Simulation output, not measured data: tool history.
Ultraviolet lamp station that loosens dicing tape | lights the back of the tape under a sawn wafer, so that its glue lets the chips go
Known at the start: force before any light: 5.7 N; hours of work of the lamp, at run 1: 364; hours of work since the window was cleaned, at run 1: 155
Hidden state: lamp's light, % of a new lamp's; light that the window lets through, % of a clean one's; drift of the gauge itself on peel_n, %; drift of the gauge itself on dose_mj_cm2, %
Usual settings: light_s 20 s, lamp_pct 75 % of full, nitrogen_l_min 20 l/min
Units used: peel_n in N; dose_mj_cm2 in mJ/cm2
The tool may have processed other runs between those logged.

run	hour	light_s	lamp_pct	nitrogen_l_min	hours of work of the lamp	hours of work since the window was cleaned	peel_n	dose_mj_cm2
1	0	20	75	20	364	155	0.863	208
2	49.3	26	75	20	390	181	0.526	271
3	93.2	26	75	20	413	204	0.542	269
4	158.5	20	75	11	448	239	1.252	213
5	219.3	20	75	11	480	271	1.245	210
6	306.1	20	75	11	525	317	1.23	208
7	370.2	20	75	11	559	350	1.282	205
# hour 455.1: window cleaned of glue's vapour
8	455.1	20	75	8	604	0	1.514	207
9	524.4	20	75	8	640	37	1.504	207
10	579.7	20	75	8	669	66	1.485	208
11	635.2	20	75	8	699	95	1.497	210
12	685.6	20	75	8	725	122	1.472	205
13	747.5	20	100	20	758	154	0.496	274
14	787.1	20	100	20	779	175	0.52	277
15	827.3	20	100	20	800	196	0.506	277
16	870.8	20	75	20	823	219	0.889	208
17	933.6	20	75	20	856	252	0.844	206
18	974.6	20	75	20	878	274	0.803	206
19	1038.8	20	75	33	912	308	0.626	203
20	1081.1	20	75	33	934	330	0.599	208
21	1120.6	20	75	33	955	351	0.645	203
22	1183.9	20	60	33	988	384	0.944	171
# hour 1200: window cleaned of glue's vapour
23	1238.7	29	60	33	1017	20	0.476	245
24	1302.2	20	65	20	1050	54	1.058	180
25	1343.3	20	98	27	1072	76	0.431	268
26	1428.4	13	62	10	1117	120	2.539	110
27	1468.7	17	75	22	1138	142	1.015	175
28	1513.9	20	85	20	1162	166	0.701	235
29	1571.3	20	70	6	1192	196	1.943	194
30	1626.6	21	81	32	1221	225	0.517	235
31	1671.2	39	89	32	1245	249	0.2	481
32	1732.3	29	69	7	1277	281	1.098	273
33	1773.8	18	69	7	1299	303	2.022	170
# hour 1797.3: lamp changed
34	1846.1	18	69	7	26	340	2.003	168
35	1907.2	11	84	20	58	372	1.691	129
# hour 1949.1: window cleaned of glue's vapour
36	1987.2	11	84	20	100	20	1.64	127
37	2069.1	20	68	30	143	63	0.793	190
38	2144.6	12	75	20	183	103	1.691	125
39	2220.1	10	75	39	223	143	1.67	104
40	2271.4	10	75	39	250	170	1.649	104

The same runs without the tool's hidden state, with the same run-to-run variation:
run	dose_mj_cm2
1	209
2	272
3	269
4	214
5	210
6	209
7	206
8	208
9	208
10	208
11	211
12	205
13	275
14	277
15	278
16	209
17	207
18	207
19	204
20	209
21	204
22	171
23	246
24	181
25	269
26	110
27	176
28	236
29	195
30	237
31	484
32	274
33	171
34	168
35	129
36	127
37	190
38	125
39	104
40	104
peel_n without the hidden state stays within 0.012 N of what was measured, in all runs.

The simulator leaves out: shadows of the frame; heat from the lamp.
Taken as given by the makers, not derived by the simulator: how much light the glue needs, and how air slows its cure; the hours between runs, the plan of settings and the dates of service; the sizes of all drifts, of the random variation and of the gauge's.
